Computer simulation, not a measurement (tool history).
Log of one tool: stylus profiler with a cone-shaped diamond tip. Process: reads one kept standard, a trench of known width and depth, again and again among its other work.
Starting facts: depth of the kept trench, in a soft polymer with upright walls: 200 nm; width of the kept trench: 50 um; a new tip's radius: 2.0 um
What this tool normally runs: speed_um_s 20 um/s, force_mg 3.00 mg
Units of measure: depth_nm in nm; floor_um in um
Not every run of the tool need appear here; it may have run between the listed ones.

run	day	speed_um_s	force_mg	depth_nm	floor_um
1	0.000	20	3.00	202.74	48.16
2	3.342	20	3.00	202.84	48.10
3	6.433	20	3.00	202.86	48.04
4	8.246	20	3.00	202.90	47.98
5	11.142	20	3.00	202.98	47.95
6	14.508	20	3.00	203.00	47.91
7	16.592	20	6.90	205.22	47.90
8	19.617	5	3.00	203.04	47.84
9	22.812	54	3.00	203.09	47.65
10	26.162	54	3.00	203.14	47.55
11	29.712	20	3.00	203.14	47.64
12	32.238	20	3.00	203.26	47.63
13	35.750	20	3.00	203.30	47.53
14	38.350	20	3.00	203.30	47.53
15	41.317	20	3.00	203.34	47.48
16	43.050	20	3.00	203.34	47.48
17	45.096	20	3.00	203.42	47.42
18	47.488	20	3.00	203.03	47.37
19	49.862	20	3.00	202.99	47.34
20	53.812	20	2.60	202.77	47.31
21	55.638	8	3.00	203.04	47.30
22	59.600	20	1.88	202.37	47.20
23	62.517	20	1.88	202.38	47.16
24	64.858	20	3.00	203.25	47.11
25	67.596	80	1.10	201.81	46.67
26	69.558	80	1.10	201.85	46.66
27	72.850	77	3.00	203.29	46.78
28	74.929	35	3.17	203.35	47.00
29	76.833	41	7.61	205.84	46.98
30	78.617	19	1.91	202.56	46.96
31	81.821	8	1.43	202.31	47.01
32	84.400	8	1.97	202.30	48.23
33	87.446	8	1.62	202.00	48.13
34	91.267	34	3.45	203.41	48.01
35	94.750	13	2.00	202.46	48.00
36	98.679	13	2.00	202.40	47.91
37	102.146	6	6.99	205.42	47.94
38	106.212	6	6.99	205.51	47.92
39	108.775	7	1.57	202.26	47.79
40	112.433	7	1.57	202.31	47.74
41	115.592	50	1.53	202.33	47.45
42	118.942	9	3.95	203.96	47.63
43	121.058	8	3.02	203.52	47.64
44	124.771	15	2.17	203.00	47.48
45	128.638	6	3.64	203.99	47.53
46	132.367	6	3.64	203.37	47.44
47	136.479	29	7.02	205.29	47.37

The log once held 3 entries between its listed runs, left out of this copy. Where does each go, and what is different about the tool's unlogged condition between the listed run before it and the listed run after it?
Runs 17 to 18: height scale calibrated on a step standard (day 47.488)
  radius of the tip, um: 3.93 -> 4.03; height scale over the true one, %: 0.224 -> 0.008
  measured less the result without the state, depth_nm: +0.45 -> +0.01 nm; floor_um: -0.73 -> -0.77 um
Runs 31 to 32: new tip fitted, height scale calibrated (day 84.400)
  radius of the tip, um: 5.53 -> 1.95; height scale over the true one, %: 0.24 -> 0.022
  measured less the result without the state, depth_nm: +0.49 -> +0.05 nm; floor_um: -1.20 -> +0.02 um
Runs 45 to 46: height scale calibrated on a step standard (day 131.929)
  radius of the tip, um: 3.81 -> 3.98; height scale over the true one, %: 0.321 -> 0.032
  measured less the result without the state, depth_nm: +0.65 -> +0.06 nm; floor_um: -0.69 -> -0.74 um
